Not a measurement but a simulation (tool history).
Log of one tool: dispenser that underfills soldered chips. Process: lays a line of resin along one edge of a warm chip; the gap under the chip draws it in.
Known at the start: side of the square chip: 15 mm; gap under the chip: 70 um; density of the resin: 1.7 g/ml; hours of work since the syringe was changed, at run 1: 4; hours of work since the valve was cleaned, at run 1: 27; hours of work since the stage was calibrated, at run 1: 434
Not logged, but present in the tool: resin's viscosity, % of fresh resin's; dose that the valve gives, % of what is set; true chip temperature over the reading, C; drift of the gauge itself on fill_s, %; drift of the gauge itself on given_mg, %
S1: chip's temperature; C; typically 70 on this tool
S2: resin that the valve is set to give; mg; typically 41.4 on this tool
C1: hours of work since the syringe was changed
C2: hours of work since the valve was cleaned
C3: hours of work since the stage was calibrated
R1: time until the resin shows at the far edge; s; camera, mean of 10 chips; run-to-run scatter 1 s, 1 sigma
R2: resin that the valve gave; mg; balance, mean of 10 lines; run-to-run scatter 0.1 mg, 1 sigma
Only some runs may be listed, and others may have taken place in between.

{"run": 1, "hour": 0.0, "S1": 70, "S2": 41.4, "C1": 4, "C2": 27, "C3": 434, "R1": 124.1, "R2": 41.01}
{"hour": 2.6, "done": "new syringe of resin"}
{"hour": 10.3, "done": "new syringe of resin"}
{"run": 2, "hour": 14.8, "S1": 70, "S2": 41.4, "C1": 3, "C2": 37, "C3": 445, "R1": 121.9, "R2": 40.73}
{"hour": 17.8, "done": "new syringe of resin"}
{"hour": 24.0, "done": "dispensing valve cleaned and set on the balance"}
{"hour": 26.8, "done": "new syringe of resin"}
{"run": 3, "hour": 33.7, "S1": 70, "S2": 41.4, "C1": 5, "C2": 7, "C3": 457, "R1": 131.3, "R2": 41.28}
{"hour": 35.0, "done": "new syringe of resin"}
{"hour": 43.1, "done": "new syringe of resin"}
{"run": 4, "hour": 48.3, "S1": 70, "S2": 41.4, "C1": 4, "C2": 17, "C3": 468, "R1": 124.6, "R2": 41.2}
{"hour": 51.0, "done": "new syringe of resin"}
{"run": 5, "hour": 56.6, "S1": 70, "S2": 41.4, "C1": 4, "C2": 23, "C3": 473, "R1": 127.3, "R2": 41.06}
{"hour": 59.1, "done": "new syringe of resin"}
{"hour": 67.2, "done": "new syringe of resin"}
{"run": 6, "hour": 72.8, "S1": 70, "S2": 41.4, "C1": 4, "C2": 34, "C3": 485, "R1": 127.7, "R2": 40.96}
{"hour": 75.6, "done": "new syringe of resin"}
{"hour": 83.2, "done": "new syringe of resin"}
{"hour": 86.4, "done": "dispensing valve cleaned and set on the balance"}
{"run": 7, "hour": 90.6, "S1": 70, "S2": 36.0, "C1": 5, "C2": 3, "C3": 496, "R1": 136.3, "R2": 36.21}
{"hour": 91.9, "done": "new syringe of resin"}
{"hour": 99.6, "done": "new syringe of resin"}
{"hour": 107.5, "done": "new syringe of resin"}
{"run": 8, "hour": 107.5, "S1": 70, "S2": 39.8, "C1": 0, "C2": 15, "C3": 508, "R1": 103.0, "R2": 39.68}
{"hour": 116.0, "done": "new syringe of resin"}
{"run": 9, "hour": 117.8, "S1": 74, "S2": 39.8, "C1": 1, "C2": 22, "C3": 515, "R1": 96.0, "R2": 39.45}
{"hour": 123.9, "done": "new syringe of resin"}
{"run": 10, "hour": 125.3, "S1": 77, "S2": 46.3, "C1": 1, "C2": 27, "C3": 521, "R1": 87.9, "R2": 46.15}
{"hour": 131.7, "done": "new syringe of resin"}
{"run": 11, "hour": 133.3, "S1": 65, "S2": 41.4, "C1": 1, "C2": 33, "C3": 526, "R1": 128.9, "R2": 41.08}

4 options for the next run, each taken on its own from the tool as it stands now. Forecast them:
{"hour": 139.5, "done": "new syringe of resin"}
{"hour": 147.1, "done": "new syringe of resin"}
{"run": "A", "hour": 147.1, "S1": 65, "S2": 46.7, "C1": 0, "C2": 42, "C3": 536, "R1": "?", "R2": "?"}
{"hour": 139.5, "done": "new syringe of resin"}
{"hour": 147.1, "done": "new syringe of resin"}
{"run": "B", "hour": 147.1, "S1": 65, "S2": 45.1, "C1": 0, "C2": 42, "C3": 536, "R1": "?", "R2": "?"}
{"hour": 139.5, "done": "new syringe of resin"}
{"hour": 147.1, "done": "new syringe of resin"}
{"run": "C", "hour": 147.1, "S1": 83, "S2": 45.9, "C1": 0, "C2": 42, "C3": 536, "R1": "?", "R2": "?"}
{"hour": 139.5, "done": "new syringe of resin"}
{"hour": 147.1, "done": "new syringe of resin"}
{"run": "D", "hour": 147.1, "S1": 73, "S2": 41.7, "C1": 0, "C2": 42, "C3": 536, "R1": "?", "R2": "?"}

run=A R1=120.9 R2=46.09
run=B R1=120.3 R2=44.69
run=C R1=68.5 R2=45.36
run=D R1=92.1 R2=41.39
What these runs would have given with no unlogged condition in the tool:
run=A R1=112.5 R2=46.59
run=B R1=112.0 R2=45.18
run=C R1=64.2 R2=45.86
run=D R1=86.0 R2=41.85
